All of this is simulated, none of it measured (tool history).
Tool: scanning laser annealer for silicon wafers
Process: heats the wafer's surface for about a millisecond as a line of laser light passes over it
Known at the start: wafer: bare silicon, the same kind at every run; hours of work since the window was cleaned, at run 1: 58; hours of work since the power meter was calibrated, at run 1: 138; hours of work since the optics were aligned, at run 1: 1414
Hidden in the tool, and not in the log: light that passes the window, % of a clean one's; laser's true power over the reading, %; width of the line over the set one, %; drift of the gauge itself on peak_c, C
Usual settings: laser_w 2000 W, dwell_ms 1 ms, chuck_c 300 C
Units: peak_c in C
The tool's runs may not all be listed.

| run | day | laser_w | dwell_ms | chuck_c | hours of work since the window was cleaned | hours of work since the power meter was calibrated | hours of work since the optics were aligned | peak_c |
|---|---|---|---|---|---|---|---|---|
| 1 | 0 | 2000 | 1 | 300 | 58 | 138 | 1414 | 1142 |
| 2 | 0.279 | 2000 | 1 | 300 | 62 | 143 | 1418 | 1137 |
| 3 | 0.462 | 2000 | 1 | 300 | 65 | 146 | 1421 | 1138 |
| 4 | 0.833 | 2000 | 1 | 300 | 71 | 152 | 1427 | 1136 |
| 5 | 1.121 | 1998 | 1 | 300 | 76 | 156 | 1432 | 1135 |
| 6 | 1.454 | 1998 | 1 | 300 | 81 | 161 | 1437 | 1133 |
| 7 | 1.675 | 1998 | 1 | 300 | 84 | 165 | 1440 | 1130 |
| 8 | 1.954 | 1998 | 1 | 300 | 89 | 169 | 1445 | 1130 |
| 9 | 2.258 | 2000 | 1 | 300 | 94 | 174 | 1450 | 1135 |
| 10 | 2.471 | 2000 | 1 | 300 | 97 | 177 | 1453 | 1131 |
| 11 | 2.658 | 2000 | 1 | 300 | 100 | 180 | 1456 | 1133 |

Run 12 comes next. What will it give?
| 12 | 2.95 | 2000 | 0.86 | 300 | 105 | 185 | 1461 | ? |

{"run 12": {"peak_c": 1075}}
Without the tool's hidden state the same run would have given peak_c 1092 C.
